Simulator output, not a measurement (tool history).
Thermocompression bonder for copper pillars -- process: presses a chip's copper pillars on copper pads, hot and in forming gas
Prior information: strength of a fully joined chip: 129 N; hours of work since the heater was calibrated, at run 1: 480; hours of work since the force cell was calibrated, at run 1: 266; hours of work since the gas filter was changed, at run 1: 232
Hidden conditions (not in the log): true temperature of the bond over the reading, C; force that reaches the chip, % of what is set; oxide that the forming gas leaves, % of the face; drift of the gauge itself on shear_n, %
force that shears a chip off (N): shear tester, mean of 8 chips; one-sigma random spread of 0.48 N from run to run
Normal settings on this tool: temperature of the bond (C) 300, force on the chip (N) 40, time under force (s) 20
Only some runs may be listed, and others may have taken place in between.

| run | hour | temperature of the bond (C) | force on the chip (N) | time under force (s) | hours of work since the heater was calibrated | hours of work since the force cell was calibrated | hours of work since the gas filter was changed | force that shears a chip off (N) |
|---|---|---|---|---|---|---|---|---|
| 1 | 0 | 300 | 40 | 20 | 480 | 266 | 232 | 70.3 |
| 2 | 10 | 309 | 40 | 20 | 487 | 273 | 239 | 79.6 |
|  | 18 | forming gas filter changed |
| 3 | 21.6 | 309 | 40 | 20 | 495 | 282 | 3 | 80.9 |
| 4 | 33.9 | 309 | 40 | 20 | 504 | 290 | 12 | 80.6 |
| 5 | 43.3 | 309 | 40 | 20 | 511 | 297 | 18 | 81.6 |
| 6 | 60.4 | 309 | 40 | 20 | 524 | 310 | 31 | 81.4 |
| 7 | 69 | 300 | 40 | 20 | 530 | 316 | 37 | 72.7 |
| 8 | 79.6 | 300 | 40 | 20 | 538 | 324 | 45 | 72.8 |
| 9 | 96 | 300 | 40 | 20 | 550 | 336 | 57 | 73.1 |
|  | 98.7 | force cell calibrated |
| 10 | 111.4 | 300 | 40 | 20 | 560 | 9 | 67 | 73.6 |
| 11 | 125.9 | 300 | 26 | 20 | 570 | 20 | 77 | 54.6 |
| 12 | 141.8 | 300 | 40 | 11 | 582 | 31 | 89 | 60.6 |
| 13 | 156.4 | 300 | 40 | 11 | 592 | 42 | 100 | 60.5 |
| 14 | 173.6 | 300 | 40 | 20 | 605 | 55 | 112 | 74 |
|  | 180 | force cell calibrated, once more |
| 15 | 183.8 | 300 | 46 | 11 | 611 | 3 | 118 | 63.9 |
| 16 | 194.1 | 300 | 46 | 11 | 619 | 10 | 126 | 64.4 |
| 17 | 205.1 | 319 | 52 | 40 | 627 | 18 | 134 | 110.6 |
| 18 | 219.9 | 319 | 52 | 40 | 638 | 29 | 145 | 111.3 |
| 19 | 236.4 | 319 | 52 | 40 | 649 | 41 | 157 | 111 |
| 20 | 252.3 | 319 | 52 | 13 | 661 | 53 | 168 | 89.3 |
| 21 | 265 | 319 | 52 | 13 | 670 | 62 | 178 | 88.6 |
| 22 | 274.2 | 319 | 52 | 13 | 677 | 68 | 184 | 88.6 |
| 23 | 287.1 | 318 | 39 | 25 | 686 | 78 | 194 | 89.3 |
| 24 | 300.7 | 323 | 36 | 20 | 696 | 88 | 203 | 84.6 |
| 25 | 313.4 | 323 | 36 | 20 | 706 | 97 | 213 | 85.3 |
| 26 | 321.6 | 311 | 48 | 20 | 711 | 103 | 219 | 88.7 |
| 27 | 337.1 | 319 | 30 | 19 | 723 | 114 | 230 | 73.1 |
| 28 | 345.8 | 307 | 43 | 37 | 729 | 121 | 236 | 93.6 |

3 ways to go on from here, each from the tool as it stands after run 28. What would each give?
|  | 357.6 | forming gas filter changed |
| A | 358.7 | 330 | 43 | 13 | 738 | 130 | 1 | ? |
|  | 357.6 | forming gas filter changed |
| B | 358.7 | 307 | 43 | 11 | 738 | 130 | 1 | ? |
|  | 357.6 | forming gas filter changed |
| C | 358.7 | 283 | 43 | 18 | 738 | 130 | 1 | ? |

| run | force that shears a chip off (N) |
|---|---|
| A | 91.8 |
| B | 68.8 |
| C | 59.7 |
With the hidden condition removed and each run's random variation left untouched, the same runs would have given:
| run | force that shears a chip off (N) |
|---|---|
| A | 87.8 |
| B | 64.6 |
| C | 55.5 |
